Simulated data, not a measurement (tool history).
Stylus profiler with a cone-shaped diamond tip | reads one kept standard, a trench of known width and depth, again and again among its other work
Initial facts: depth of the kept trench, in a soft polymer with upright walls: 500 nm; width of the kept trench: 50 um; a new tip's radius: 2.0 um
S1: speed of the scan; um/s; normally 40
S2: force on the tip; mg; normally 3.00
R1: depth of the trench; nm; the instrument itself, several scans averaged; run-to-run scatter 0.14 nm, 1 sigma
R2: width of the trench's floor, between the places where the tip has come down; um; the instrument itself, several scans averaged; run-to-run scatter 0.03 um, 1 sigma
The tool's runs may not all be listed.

run   hour  S1    S2      R1     R2
  1    0.0  40  3.00  508.55  47.18
  2   42.2  40  3.00  508.85  47.17
  3   65.6  40  3.00  508.54  47.18
  4  103.5  40  3.00  508.66  47.17
  5  126.0  40  3.00  508.94  47.18
  6  162.8  40  3.00  508.86  47.14
  7  192.3  40  3.00  508.87  47.10
  8  221.8  40  3.00  508.74  47.18
  9  265.1  24  3.00  508.73  47.18
 10  291.8  24  3.00  509.02  47.18
 11  320.5  24  3.00  508.92  47.16
 12  360.0  24  3.00  509.13  47.17
 13  400.2  40  1.02  505.07  47.04
 14  420.1  52  5.26  512.79  47.14
 15  455.5  99  7.28  515.58  47.05
 16  487.7  13  6.62  514.64  47.20
 17  516.2  13  6.62  514.67  47.23

Estimate the outcome of run 18 from the log above:
 18  539.1  112  7.71   ?   ?

{"run 18": {"R1": 516.33, "R2": 47.02}}
Minus the tool's unlogged condition, the same run would have read R1 515.31 nm, R2 47.13 um.
